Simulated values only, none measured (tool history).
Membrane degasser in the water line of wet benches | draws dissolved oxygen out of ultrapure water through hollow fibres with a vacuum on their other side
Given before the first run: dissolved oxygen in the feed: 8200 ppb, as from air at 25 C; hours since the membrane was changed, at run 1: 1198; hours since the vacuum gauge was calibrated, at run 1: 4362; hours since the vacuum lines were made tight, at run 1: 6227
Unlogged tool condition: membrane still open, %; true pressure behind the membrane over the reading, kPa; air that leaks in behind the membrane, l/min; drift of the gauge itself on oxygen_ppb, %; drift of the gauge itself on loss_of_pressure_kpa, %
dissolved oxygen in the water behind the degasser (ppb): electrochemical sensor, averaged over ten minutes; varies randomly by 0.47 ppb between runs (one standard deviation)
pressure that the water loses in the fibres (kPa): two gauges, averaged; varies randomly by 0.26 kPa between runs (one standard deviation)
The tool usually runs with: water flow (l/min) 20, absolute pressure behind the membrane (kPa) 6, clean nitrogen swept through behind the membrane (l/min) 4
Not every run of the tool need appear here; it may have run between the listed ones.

run,hour,water flow (l/min),absolute pressure behind the membrane (kPa),clean nitrogen swept through behind the membrane (l/min),hours since the membrane was changed,hours since the vacuum gauge was calibrated,hours since the vacuum lines were made tight,dissolved oxygen in the water behind the degasser (ppb),pressure that the water loses in the fibres (kPa)
1,0,20,6,4,1198,4362,6227,38.4,69.74
2,48,12,6,4,1246,4410,6275,22.2,42.05
3,80.8,12,6,4,1279,4443,6307,23,41.79
4,115.5,20,6,4,1313,4477,6342,37.7,70.02
5,164.6,20,7.89,4,1363,4526,6391,61.5,70.2
6,204,14,6,4,1402,4566,6431,25.9,49.23
7,257.2,14,6,4,1455,4619,6484,27,49.37
8,296.4,14,6,4,1494,4658,6523,26.3,49.29
9,350.6,20,6,3.52,1549,4712,6577,43.4,70.32
10,380.9,20,6,3.52,1579,4743,6608,43.6,70.61
11,429.1,20,6,4.41,1627,4791,6656,35,70.01
# hour 457: seals of the vacuum lines changed
12,485,20,10.48,4,1681,4845,28,91.3,70.45
13,528.5,20,6,6.66,1725,4888,71,23.1,70.47
14,566,20,6.85,4,1762,4926,109,47,70.13
15,627.5,20,6.85,4,1824,4987,170,47.9,70.19
16,677,20,6.85,4,1873,5037,220,47.8,70.6
17,718,20,6.85,4,1914,5078,261,47.4,70.8
18,776.5,25,6,11.22,1972,5136,319,21.1,87.54
19,815.5,15,4.73,3.86,2011,5175,358,16.5,52.91
20,873.1,15,4.73,3.86,2069,5233,416,15.6,52.31
21,915.8,15,11.54,3.86,2112,5276,459,80.8,52.83
22,960,15,11.54,3.86,2156,5320,503,81.7,52.98
23,988.8,12,3.64,4,2185,5349,532,3.9,42.61
24,1031.1,25,6.08,4,2227,5391,574,49.6,88.2
25,1091.4,25,6.08,4,2287,5451,634,49.6,88.51

Run 26 has not been measured yet. What should we expect?
26,1134.2,17,10.36,4.02,2330,5494,677,?,?

{"run 26": {"dissolved oxygen in the water behind the degasser (ppb)": 77.6, "pressure that the water loses in the fibres (kPa)": 59.82}}
On a tool with no hidden condition, and with the same random variation, this run would have come out at dissolved oxygen in the water behind the degasser (ppb) 76, pressure that the water loses in the fibres (kPa) 59.15.

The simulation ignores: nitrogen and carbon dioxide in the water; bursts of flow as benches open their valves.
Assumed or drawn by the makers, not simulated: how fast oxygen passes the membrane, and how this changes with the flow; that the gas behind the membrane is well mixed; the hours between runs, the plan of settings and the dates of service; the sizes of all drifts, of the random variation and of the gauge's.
